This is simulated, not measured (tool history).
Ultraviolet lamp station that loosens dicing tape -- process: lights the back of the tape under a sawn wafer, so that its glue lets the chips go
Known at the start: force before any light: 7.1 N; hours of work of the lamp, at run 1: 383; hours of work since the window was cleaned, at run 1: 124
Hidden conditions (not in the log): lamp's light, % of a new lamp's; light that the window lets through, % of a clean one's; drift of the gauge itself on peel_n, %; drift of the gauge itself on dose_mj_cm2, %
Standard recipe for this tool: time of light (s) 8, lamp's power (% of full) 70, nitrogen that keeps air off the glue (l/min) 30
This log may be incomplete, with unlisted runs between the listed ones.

| run | day | time of light (s) | lamp's power (% of full) | nitrogen that keeps air off the glue (l/min) | hours of work of the lamp | hours of work since the window was cleaned | force that peels the tape off (N) | light that reached the tape (mJ/cm2) |
|---|---|---|---|---|---|---|---|---|
| 1 | 0.000 | 8 | 70 | 30 | 383 | 124 | 0.858 | 367 |
| 2 | 0.775 | 8 | 70 | 30 | 393 | 134 | 0.907 | 362 |
| 3 | 1.446 | 8 | 70 | 30 | 402 | 143 | 0.919 | 364 |
| 4 | 2.629 | 8 | 70 | 30 | 417 | 158 | 0.915 | 356 |
| 5 | 3.362 | 8 | 70 | 30 | 427 | 168 | 0.924 | 353 |
| 6 | 4.571 | 8 | 70 | 30 | 442 | 184 | 0.936 | 347 |
| 7 | 5.483 | 8 | 70 | 15 | 454 | 195 | 1.558 | 345 |
| 8 | 6.471 | 9 | 74 | 10 | 467 | 208 | 1.533 | 405 |
| 9 | 7.246 | 9 | 74 | 10 | 477 | 218 | 1.536 | 396 |
| 10 | 8.221 | 9 | 74 | 10 | 490 | 231 | 1.550 | 394 |
| 11 | 9.067 | 9 | 60 | 25 | 501 | 242 | 1.260 | 313 |
|  | 9.708 | window cleaned of glue's vapour |
| 12 | 10.138 | 9 | 60 | 25 | 514 | 6 | 0.964 | 377 |
| 13 | 10.829 | 8 | 75 | 30 | 523 | 14 | 0.701 | 415 |

For each run, the measured value with the value that run would have given without the tool's hidden condition subtracted. The run-to-run variation is shared by both, the gauge scatter possibly not:
| run | force that peels the tape off (N) | light that reached the tape (mJ/cm2) |
|---|---|---|
| 1 | +0.215 | -63 |
| 2 | +0.237 | -67 |
| 3 | +0.249 | -69 |
| 4 | +0.262 | -75 |
| 5 | +0.275 | -77 |
| 6 | +0.297 | -84 |
| 7 | +0.460 | -87 |
| 8 | +0.476 | -109 |
| 9 | +0.489 | -113 |
| 10 | +0.513 | -118 |
| 11 | +0.464 | -98 |
| 12 | +0.145 | -37 |
| 13 | +0.117 | -44 |

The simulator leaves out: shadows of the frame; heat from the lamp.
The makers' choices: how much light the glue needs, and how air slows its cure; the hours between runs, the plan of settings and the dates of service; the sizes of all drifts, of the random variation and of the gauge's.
